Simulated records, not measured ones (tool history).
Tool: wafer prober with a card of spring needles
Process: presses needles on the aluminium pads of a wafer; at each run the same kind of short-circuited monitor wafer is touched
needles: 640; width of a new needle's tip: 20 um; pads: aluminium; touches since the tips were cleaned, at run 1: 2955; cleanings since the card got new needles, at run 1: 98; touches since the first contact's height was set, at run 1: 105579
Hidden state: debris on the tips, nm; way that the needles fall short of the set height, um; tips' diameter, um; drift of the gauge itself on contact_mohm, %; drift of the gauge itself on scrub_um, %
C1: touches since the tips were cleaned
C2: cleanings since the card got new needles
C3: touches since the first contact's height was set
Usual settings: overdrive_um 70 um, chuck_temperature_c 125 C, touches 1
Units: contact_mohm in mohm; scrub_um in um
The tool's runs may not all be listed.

{"run": 1, "day": 0.0, "overdrive_um": 70, "chuck_temperature_c": 125, "touches": 1, "C1": 2955, "C2": 98, "C3": 105579, "contact_mohm": 206, "scrub_um": 10.9}
{"day": 0.092, "done": "tips cleaned on abrasive film"}
{"day": 0.438, "done": "tips cleaned on abrasive film"}
{"day": 0.788, "done": "tips cleaned on abrasive film"}
{"day": 1.133, "done": "tips cleaned on abrasive film"}
{"day": 1.483, "done": "tips cleaned on abrasive film"}
{"day": 1.667, "done": "height of the first contact set anew"}
{"day": 1.842, "done": "tips cleaned on abrasive film"}
{"day": 2.192, "done": "tips cleaned on abrasive film"}
{"day": 2.538, "done": "tips cleaned on abrasive film"}
{"run": 2, "day": 2.867, "overdrive_um": 70, "chuck_temperature_c": 125, "touches": 1, "C1": 3135, "C2": 106, "C3": 11280, "contact_mohm": 205, "scrub_um": 11.33}
{"day": 2.958, "done": "tips cleaned on abrasive film"}
{"day": 3.304, "done": "tips cleaned on abrasive film"}
{"day": 3.654, "done": "tips cleaned on abrasive film"}
{"day": 4.0, "done": "tips cleaned on abrasive film"}
{"day": 4.35, "done": "tips cleaned on abrasive film"}
{"run": 3, "day": 4.588, "overdrive_um": 70, "chuck_temperature_c": 125, "touches": 1, "C1": 2265, "C2": 111, "C3": 27391, "contact_mohm": 191, "scrub_um": 11.24}
{"day": 4.762, "done": "tips cleaned on abrasive film"}
{"day": 5.112, "done": "tips cleaned on abrasive film"}
{"day": 5.546, "done": "tips cleaned on abrasive film"}
{"day": 5.979, "done": "tips cleaned on abrasive film"}
{"day": 6.396, "done": "tips cleaned on abrasive film"}
{"run": 4, "day": 6.396, "overdrive_um": 70, "chuck_temperature_c": 125, "touches": 1, "C1": 0, "C2": 116, "C3": 44338, "contact_mohm": 141, "scrub_um": 11.2}
{"day": 6.746, "done": "tips cleaned on abrasive film"}
{"day": 7.092, "done": "tips cleaned on abrasive film"}
{"day": 7.525, "done": "tips cleaned on abrasive film"}
{"day": 7.875, "done": "tips cleaned on abrasive film"}
{"day": 8.221, "done": "tips cleaned on abrasive film"}
{"day": 8.571, "done": "tips cleaned on abrasive film"}
{"run": 5, "day": 8.608, "overdrive_um": 70, "chuck_temperature_c": 125, "touches": 1, "C1": 351, "C2": 122, "C3": 65051, "contact_mohm": 154, "scrub_um": 11.09}
{"day": 8.954, "done": "tips cleaned on abrasive film"}
{"day": 9.304, "done": "tips cleaned on abrasive film"}
{"day": 9.65, "done": "tips cleaned on abrasive film"}
{"day": 10.0, "done": "tips cleaned on abrasive film"}
{"day": 10.346, "done": "tips cleaned on abrasive film"}
{"day": 10.696, "done": "tips cleaned on abrasive film"}
{"day": 11.129, "done": "tips cleaned on abrasive film"}
{"run": 6, "day": 11.271, "overdrive_um": 70, "chuck_temperature_c": 125, "touches": 1, "C1": 1360, "C2": 129, "C3": 90031, "contact_mohm": 188, "scrub_um": 10.96}
{"day": 11.533, "done": "tips cleaned on abrasive film"}
{"day": 11.879, "done": "tips cleaned on abrasive film"}
{"day": 12.229, "done": "tips cleaned on abrasive film"}
{"day": 12.575, "done": "tips cleaned on abrasive film"}
{"day": 12.925, "done": "tips cleaned on abrasive film"}
{"day": 13.271, "done": "tips cleaned on abrasive film"}
{"day": 13.704, "done": "tips cleaned on abrasive film"}
{"day": 14.142, "done": "tips cleaned on abrasive film"}
{"run": 7, "day": 14.275, "overdrive_um": 53, "chuck_temperature_c": 125, "touches": 1, "C1": 1283, "C2": 137, "C3": 118191, "contact_mohm": 220, "scrub_um": 8.1}
{"day": 14.538, "done": "tips cleaned on abrasive film"}
{"day": 14.633, "done": "height of the first contact set anew"}
{"day": 14.896, "done": "tips cleaned on abrasive film"}
{"day": 15.329, "done": "tips cleaned on abrasive film"}
{"day": 15.679, "done": "tips cleaned on abrasive film"}
{"day": 16.025, "done": "tips cleaned on abrasive film"}
{"day": 16.462, "done": "tips cleaned on abrasive film"}
{"day": 16.896, "done": "tips cleaned on abrasive film"}
{"day": 17.242, "done": "tips cleaned on abrasive film"}
{"day": 17.592, "done": "tips cleaned on abrasive film"}
{"run": 8, "day": 17.896, "overdrive_um": 70, "chuck_temperature_c": 39, "touches": 1, "C1": 2911, "C2": 146, "C3": 30604, "contact_mohm": 211, "scrub_um": 11.25}
{"day": 17.988, "done": "tips cleaned on abrasive film"}
{"day": 18.421, "done": "tips cleaned on abrasive film"}
{"day": 18.771, "done": "tips cleaned on abrasive film"}
{"day": 19.117, "done": "tips cleaned on abrasive film"}
{"day": 19.462, "done": "tips cleaned on abrasive film"}
{"day": 19.9, "done": "tips cleaned on abrasive film"}
{"day": 20.246, "done": "tips cleaned on abrasive film"}
{"day": 20.596, "done": "tips cleaned on abrasive film"}
{"run": 9, "day": 20.596, "overdrive_um": 70, "chuck_temperature_c": 109, "touches": 1, "C1": 24, "C2": 154, "C3": 55878, "contact_mohm": 141, "scrub_um": 11.24}
{"day": 20.942, "done": "tips cleaned on abrasive film"}
{"day": 21.292, "done": "tips cleaned on abrasive film"}
{"day": 21.725, "done": "tips cleaned on abrasive film"}
{"day": 22.075, "done": "tips cleaned on abrasive film"}
{"day": 22.508, "done": "tips cleaned on abrasive film"}
{"run": 10, "day": 22.592, "overdrive_um": 70, "chuck_temperature_c": 125, "touches": 1, "C1": 796, "C2": 159, "C3": 74587, "contact_mohm": 169, "scrub_um": 11.08}
{"day": 22.938, "done": "tips cleaned on abrasive film"}
{"day": 23.288, "done": "tips cleaned on abrasive film"}
{"day": 23.633, "done": "tips cleaned on abrasive film"}
{"day": 23.983, "done": "tips cleaned on abrasive film"}
{"day": 24.417, "done": "tips cleaned on abrasive film"}
{"day": 24.762, "done": "tips cleaned on abrasive film"}
{"day": 25.112, "done": "tips cleaned on abrasive film"}
{"day": 25.458, "done": "tips cleaned on abrasive film"}
{"run": 11, "day": 25.738, "overdrive_um": 70, "chuck_temperature_c": 125, "touches": 1, "C1": 2649, "C2": 167, "C3": 104114, "contact_mohm": 208, "scrub_um": 11.01}
{"day": 25.829, "done": "tips cleaned on abrasive film"}
{"day": 26.175, "done": "tips cleaned on abrasive film"}
{"day": 26.525, "done": "tips cleaned on abrasive film"}
{"day": 26.958, "done": "tips cleaned on abrasive film"}
{"day": 27.304, "done": "tips cleaned on abrasive film"}
{"day": 27.575, "done": "height of the first contact set anew"}
{"day": 27.667, "done": "tips cleaned on abrasive film"}
{"day": 28.012, "done": "tips cleaned on abrasive film"}
{"run": 12, "day": 28.046, "overdrive_um": 70, "chuck_temperature_c": 125, "touches": 1, "C1": 283, "C2": 174, "C3": 4356, "contact_mohm": 155, "scrub_um": 11.38}
{"day": 28.392, "done": "tips cleaned on abrasive film"}
{"day": 28.742, "done": "tips cleaned on abrasive film"}
{"day": 29.088, "done": "tips cleaned on abrasive film"}
{"day": 29.438, "done": "tips cleaned on abrasive film"}
{"day": 29.871, "done": "tips cleaned on abrasive film"}
{"day": 30.217, "done": "tips cleaned on abrasive film"}
{"day": 30.567, "done": "tips cleaned on abrasive film"}
{"day": 30.912, "done": "tips cleaned on abrasive film"}
{"run": 13, "day": 31.158, "overdrive_um": 70, "chuck_temperature_c": 125, "touches": 2, "C1": 2318, "C2": 182, "C3": 33552, "contact_mohm": 181, "scrub_um": 11.23}
{"day": 31.333, "done": "tips cleaned on abrasive film"}
{"day": 31.679, "done": "tips cleaned on abrasive film"}
{"day": 32.029, "done": "tips cleaned on abrasive film"}
{"day": 32.375, "done": "tips cleaned on abrasive film"}
{"day": 32.725, "done": "tips cleaned on abrasive film"}
{"run": 14, "day": 32.983, "overdrive_um": 76, "chuck_temperature_c": 42, "touches": 3, "C1": 2458, "C2": 187, "C3": 50670, "contact_mohm": 147, "scrub_um": 12.1}
{"day": 33.075, "done": "tips cleaned on abrasive film"}
{"day": 33.421, "done": "tips cleaned on abrasive film"}
{"day": 33.854, "done": "tips cleaned on abrasive film"}
{"day": 34.288, "done": "tips cleaned on abrasive film"}
{"day": 34.638, "done": "tips cleaned on abrasive film"}
{"day": 35.071, "done": "tips cleaned on abrasive film"}
{"day": 35.417, "done": "tips cleaned on abrasive film"}
{"day": 35.767, "done": "tips cleaned on abrasive film"}
{"run": 15, "day": 35.821, "overdrive_um": 76, "chuck_temperature_c": 42, "touches": 3, "C1": 530, "C2": 195, "C3": 77259, "contact_mohm": 133, "scrub_um": 11.95}
{"day": 36.171, "done": "tips cleaned on abrasive film"}
{"day": 36.517, "done": "tips cleaned on abrasive film"}
{"day": 36.867, "done": "tips cleaned on abrasive film"}
{"day": 37.212, "done": "tips cleaned on abrasive film"}
{"day": 37.562, "done": "tips cleaned on abrasive film"}
{"day": 37.908, "done": "tips cleaned on abrasive film"}
{"day": 38.258, "done": "tips cleaned on abrasive film"}
{"day": 38.604, "done": "tips cleaned on abrasive film"}
{"day": 38.954, "done": "tips cleaned on abrasive film"}
{"day": 39.3, "done": "tips cleaned on abrasive film"}
{"run": 16, "day": 39.625, "overdrive_um": 69, "chuck_temperature_c": 62, "touches": 1, "C1": 3057, "C2": 205, "C3": 112896, "contact_mohm": 226, "scrub_um": 10.68}
{"day": 39.712, "done": "tips cleaned on abrasive film"}
{"day": 40.062, "done": "tips cleaned on abrasive film"}
{"day": 40.496, "done": "tips cleaned on abrasive film"}
{"day": 40.508, "done": "height of the first contact set anew"}
{"day": 40.942, "done": "tips cleaned on abrasive film"}
{"day": 41.375, "done": "tips cleaned on abrasive film"}
{"day": 41.721, "done": "tips cleaned on abrasive film"}
{"day": 42.071, "done": "tips cleaned on abrasive film"}
{"day": 42.417, "done": "tips cleaned on abrasive film"}
{"day": 42.767, "done": "tips cleaned on abrasive film"}
{"run": 17, "day": 42.925, "overdrive_um": 54, "chuck_temperature_c": 34, "touches": 2, "C1": 1488, "C2": 214, "C3": 22665, "contact_mohm": 198, "scrub_um": 8.67}
{"day": 43.183, "done": "tips cleaned on abrasive film"}
{"day": 43.533, "done": "tips cleaned on abrasive film"}
{"day": 43.879, "done": "tips cleaned on abrasive film"}
{"day": 44.229, "done": "tips cleaned on abrasive film"}
{"day": 44.662, "done": "tips cleaned on abrasive film"}
{"day": 45.008, "done": "tips cleaned on abrasive film"}
{"day": 45.358, "done": "tips cleaned on abrasive film"}
{"day": 45.704, "done": "tips cleaned on abrasive film"}
{"day": 46.054, "done": "tips cleaned on abrasive film"}
{"run": 18, "day": 46.392, "overdrive_um": 60, "chuck_temperature_c": 28, "touches": 1, "C1": 3200, "C2": 223, "C3": 55186, "contact_mohm": 276, "scrub_um": 9.52}
{"day": 46.479, "done": "tips cleaned on abrasive film"}
{"day": 46.829, "done": "tips cleaned on abrasive film"}
{"day": 47.262, "done": "tips cleaned on abrasive film"}
{"day": 47.612, "done": "tips cleaned on abrasive film"}
{"day": 47.958, "done": "tips cleaned on abrasive film"}
{"day": 48.308, "done": "tips cleaned on abrasive film"}
{"day": 48.742, "done": "tips cleaned on abrasive film"}
{"run": 19, "day": 49.058, "overdrive_um": 87, "chuck_temperature_c": 38, "touches": 1, "C1": 3005, "C2": 230, "C3": 80182, "contact_mohm": 189, "scrub_um": 13.87}
{"day": 49.146, "done": "tips cleaned on abrasive film"}
{"day": 49.496, "done": "tips cleaned on abrasive film"}
{"day": 49.842, "done": "tips cleaned on abrasive film"}
{"day": 50.192, "done": "tips cleaned on abrasive film"}
{"day": 50.538, "done": "tips cleaned on abrasive film"}
{"day": 50.888, "done": "tips cleaned on abrasive film"}
{"day": 51.233, "done": "tips cleaned on abrasive film"}
{"run": 20, "day": 51.238, "overdrive_um": 87, "chuck_temperature_c": 38, "touches": 1, "C1": 47, "C2": 237, "C3": 100590, "contact_mohm": 129, "scrub_um": 13.74}
{"day": 51.588, "done": "tips cleaned on abrasive film"}
{"day": 51.938, "done": "tips cleaned on abrasive film"}
{"day": 52.283, "done": "tips cleaned on abrasive film"}
{"day": 52.629, "done": "tips cleaned on abrasive film"}
{"day": 53.067, "done": "tips cleaned on abrasive film"}
{"day": 53.412, "done": "tips cleaned on abrasive film"}
{"day": 53.425, "done": "height of the first contact set anew"}
{"day": 53.775, "done": "tips cleaned on abrasive film"}
{"day": 54.121, "done": "tips cleaned on abrasive film"}
{"day": 54.467, "done": "tips cleaned on abrasive film"}
{"run": 21, "day": 54.608, "overdrive_um": 87, "chuck_temperature_c": 38, "touches": 1, "C1": 1334, "C2": 246, "C3": 11108, "contact_mohm": 164, "scrub_um": 14.12}
{"day": 54.871, "done": "tips cleaned on abrasive film"}
{"day": 55.221, "done": "tips cleaned on abrasive film"}
{"day": 55.654, "done": "tips cleaned on abrasive film"}
{"day": 56.088, "done": "tips cleaned on abrasive film"}
{"day": 56.433, "done": "tips cleaned on abrasive film"}
{"day": 56.867, "done": "tips cleaned on abrasive film"}
{"run": 22, "day": 57.021, "overdrive_um": 66, "chuck_temperature_c": 70, "touches": 1, "C1": 1428, "C2": 252, "C3": 33713, "contact_mohm": 199, "scrub_um": 10.56}

3 ways to go on from here, each from the tool as it stands after run 22. What would each give?
{"day": 57.279, "done": "tips cleaned on abrasive film"}
{"day": 57.629, "done": "tips cleaned on abrasive film"}
{"day": 57.975, "done": "tips cleaned on abrasive film"}
{"day": 58.408, "done": "tips cleaned on abrasive film"}
{"day": 58.808, "done": "tips cleaned on abrasive film"}
{"run": "A", "day": 58.808, "overdrive_um": 70, "chuck_temperature_c": 111, "touches": 2, "C1": 0, "C2": 257, "C3": 50462, "contact_mohm": "?", "scrub_um": "?"}
{"day": 57.279, "done": "tips cleaned on abrasive film"}
{"day": 57.629, "done": "tips cleaned on abrasive film"}
{"day": 57.975, "done": "tips cleaned on abrasive film"}
{"day": 58.408, "done": "tips cleaned on abrasive film"}
{"day": 58.808, "done": "tips cleaned on abrasive film"}
{"run": "B", "day": 58.808, "overdrive_um": 66, "chuck_temperature_c": 79, "touches": 1, "C1": 0, "C2": 257, "C3": 50462, "contact_mohm": "?", "scrub_um": "?"}
{"day": 57.279, "done": "tips cleaned on abrasive film"}
{"day": 57.629, "done": "tips cleaned on abrasive film"}
{"day": 57.975, "done": "tips cleaned on abrasive film"}
{"day": 58.408, "done": "tips cleaned on abrasive film"}
{"day": 58.808, "done": "tips cleaned on abrasive film"}
{"run": "C", "day": 58.808, "overdrive_um": 74, "chuck_temperature_c": 32, "touches": 1, "C1": 0, "C2": 257, "C3": 50462, "contact_mohm": "?", "scrub_um": "?"}

run=A contact_mohm=140 scrub_um=11.12
run=B contact_mohm=141 scrub_um=10.56
run=C contact_mohm=135 scrub_um=11.84
Without the tool's hidden state the same runs would have given:
run=A contact_mohm=130 scrub_um=11.33
run=B contact_mohm=125 scrub_um=10.77
run=C contact_mohm=121 scrub_um=12.04
